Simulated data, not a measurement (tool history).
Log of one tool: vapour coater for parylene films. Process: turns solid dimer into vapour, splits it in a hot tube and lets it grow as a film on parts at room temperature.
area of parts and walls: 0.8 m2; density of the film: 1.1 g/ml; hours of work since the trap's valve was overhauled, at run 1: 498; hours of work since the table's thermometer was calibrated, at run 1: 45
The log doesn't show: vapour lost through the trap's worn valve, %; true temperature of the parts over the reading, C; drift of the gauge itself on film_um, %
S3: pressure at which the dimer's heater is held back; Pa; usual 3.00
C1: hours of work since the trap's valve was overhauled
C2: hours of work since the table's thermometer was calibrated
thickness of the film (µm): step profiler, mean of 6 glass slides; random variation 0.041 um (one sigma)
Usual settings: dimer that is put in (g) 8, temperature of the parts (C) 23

Run 1, hour 0.0: usual settings; C1 498; C2 45. Result: thickness of the film (µm) 4.10.
Run 2, hour 7.5: usual settings but S3 3.43 Pa; C1 501; C2 48. Result: thickness of the film (µm) 4.03.
Run 3, hour 16.2: usual settings but temperature of the parts (C) 27, S3 3.43 Pa; C1 506; C2 53. Result: thickness of the film (µm) 3.67.
Run 4, hour 30.0: usual settings; C1 513; C2 60. Result: thickness of the film (µm) 4.10.
Run 5, hour 44.3: usual settings but S3 2.01 Pa; C1 520; C2 67. Result: thickness of the film (µm) 4.33.
Run 6, hour 55.9: usual settings but S3 2.01 Pa; C1 526; C2 73. Result: thickness of the film (µm) 4.29.
Run 7, hour 71.3: usual settings but S3 2.01 Pa; C1 533; C2 81. Result: thickness of the film (µm) 4.35.
Run 8, hour 79.8: usual settings but S3 2.01 Pa; C1 538; C2 85. Result: thickness of the film (µm) 4.34.
Run 9, hour 92.7: usual settings but temperature of the parts (C) 33, S3 2.01 Pa; C1 544; C2 91. Result: thickness of the film (µm) 3.38.
Run 10, hour 105.8: usual settings but temperature of the parts (C) 33, S3 2.01 Pa; C1 551; C2 98. Result: thickness of the film (µm) 3.31.
Run 11, hour 120.2: usual settings but dimer that is put in (g) 9, temperature of the parts (C) 33, S3 2.01 Pa; C1 558; C2 105. Result: thickness of the film (µm) 3.75.
At hour 122.6: table's thermometer calibrated.
Run 12, hour 128.5: usual settings but dimer that is put in (g) 9, temperature of the parts (C) 33, S3 2.02 Pa; C1 562; C2 3. Result: thickness of the film (µm) 3.71.
Run 13, hour 138.5: usual settings but dimer that is put in (g) 9, temperature of the parts (C) 33, S3 4.83 Pa; C1 567; C2 8. Result: thickness of the film (µm) 3.32.
Run 14, hour 145.5: usual settings but S3 10.84 Pa; C1 570; C2 12. Result: thickness of the film (µm) 3.53.
Run 15, hour 155.4: usual settings but S3 10.84 Pa; C1 575; C2 17. Result: thickness of the film (µm) 3.51.
Run 16, hour 165.4: usual settings but dimer that is put in (g) 4, S3 10.84 Pa; C1 580; C2 22. Result: thickness of the film (µm) 1.72.
At hour 170.4: table's thermometer calibrated, once more.
Run 17, hour 174.6: usual settings but dimer that is put in (g) 4, S3 10.84 Pa; C1 584; C2 2. Result: thickness of the film (µm) 1.72.
Run 18, hour 183.6: usual settings but dimer that is put in (g) 4, S3 10.84 Pa; C1 589; C2 7. Result: thickness of the film (µm) 1.79.
Run 19, hour 193.7: usual settings but dimer that is put in (g) 9, S3 10.84 Pa; C1 594; C2 12. Result: thickness of the film (µm) 3.89.
Run 20, hour 205.4: usual settings but dimer that is put in (g) 9, S3 10.84 Pa; C1 600; C2 18. Result: thickness of the film (µm) 3.95.
Run 21, hour 217.5: usual settings but temperature of the parts (C) 33; C1 606; C2 24. Result: thickness of the film (µm) 3.13.
Run 22, hour 231.4: usual settings but temperature of the parts (C) 33; C1 613; C2 31. Result: thickness of the film (µm) 3.11.
Run 23, hour 243.6: usual settings but dimer that is put in (g) 4, temperature of the parts (C) 16, S3 5.92 Pa; C1 619; C2 37. Result: thickness of the film (µm) 2.21.
Run 24, hour 250.4: usual settings but dimer that is put in (g) 9, temperature of the parts (C) 16, S3 5.92 Pa; C1 623; C2 40. Result: thickness of the film (µm) 5.01.
Run 25, hour 259.0: usual settings but dimer that is put in (g) 9, temperature of the parts (C) 16, S3 11.67 Pa; C1 627; C2 45. Result: thickness of the film (µm) 4.66.
Run 26, hour 268.5: usual settings but dimer that is put in (g) 13, temperature of the parts (C) 28, S3 2.19 Pa; C1 632; C2 49. Result: thickness of the film (µm) 6.02.
At hour 281.0: trap's valve overhauled.
Run 27, hour 284.2: usual settings but dimer that is put in (g) 9, S3 5.47 Pa; C1 2; C2 55. Result: thickness of the film (µm) 4.65.
Run 28, hour 294.9: usual settings but dimer that is put in (g) 9, S3 5.47 Pa; C1 7; C2 61. Result: thickness of the film (µm) 4.68.
Run 29, hour 303.7: usual settings but dimer that is put in (g) 7, S3 10.72 Pa; C1 11; C2 65. Result: thickness of the film (µm) 3.33.
Run 30, hour 311.4: usual settings but temperature of the parts (C) 22, S3 2.36 Pa; C1 15; C2 69. Result: thickness of the film (µm) 4.70.
Run 31, hour 320.9: usual settings but dimer that is put in (g) 4, temperature of the parts (C) 22, S3 2.36 Pa; C1 20; C2 74. Result: thickness of the film (µm) 2.33.
Run 32, hour 330.8: usual settings but dimer that is put in (g) 10, S3 3.90 Pa; C1 25; C2 79. Result: thickness of the film (µm) 5.26.
Run 33, hour 340.5: usual settings but dimer that is put in (g) 10, S3 3.90 Pa; C1 30; C2 84. Result: thickness of the film (µm) 5.30.
Run 34, hour 349.1: usual settings but dimer that is put in (g) 10, S3 3.90 Pa; C1 34; C2 88. Result: thickness of the film (µm) 5.32.
Run 35, hour 355.6: usual settings but S3 2.04 Pa; C1 38; C2 91. Result: thickness of the film (µm) 4.59.
Run 36, hour 368.6: usual settings but dimer that is put in (g) 12, temperature of the parts (C) 33, S3 3.93 Pa; C1 44; C2 98. Result: thickness of the film (µm) 4.88.
Run 37, hour 383.9: usual settings but dimer that is put in (g) 12, temperature of the parts (C) 30, S3 8.74 Pa; C1 52; C2 106. Result: thickness of the film (µm) 4.81.
Run 38, hour 392.7: usual settings but dimer that is put in (g) 12, temperature of the parts (C) 30, S3 8.74 Pa; C1 56; C2 110. Result: thickness of the film (µm) 4.80.
Run 39, hour 406.3: usual settings but dimer that is put in (g) 4; C1 63; C2 117. Result: thickness of the film (µm) 2.18.

3 ways to go on from here, each from the tool as it stands after run 39. What would each give?
Run A, hour 414.2: usual settings but dimer that is put in (g) 9; C1 67; C2 121. Result: thickness of the film (µm) ?.
Run B, hour 414.2: usual settings but dimer that is put in (g) 4, temperature of the parts (C) 21; C1 67; C2 121. Result: thickness of the film (µm) ?.
Run C, hour 414.2: usual settings but dimer that is put in (g) 9, temperature of the parts (C) 26; C1 67; C2 121. Result: thickness of the film (µm) ?.

run  thickness of the film (µm)
  A                        4.92
  B                        2.28
  C                        4.57
Without the tool's hidden state the same runs would have given:
run  thickness of the film (µm)
  A                        4.96
  B                        2.31
  C                        4.61

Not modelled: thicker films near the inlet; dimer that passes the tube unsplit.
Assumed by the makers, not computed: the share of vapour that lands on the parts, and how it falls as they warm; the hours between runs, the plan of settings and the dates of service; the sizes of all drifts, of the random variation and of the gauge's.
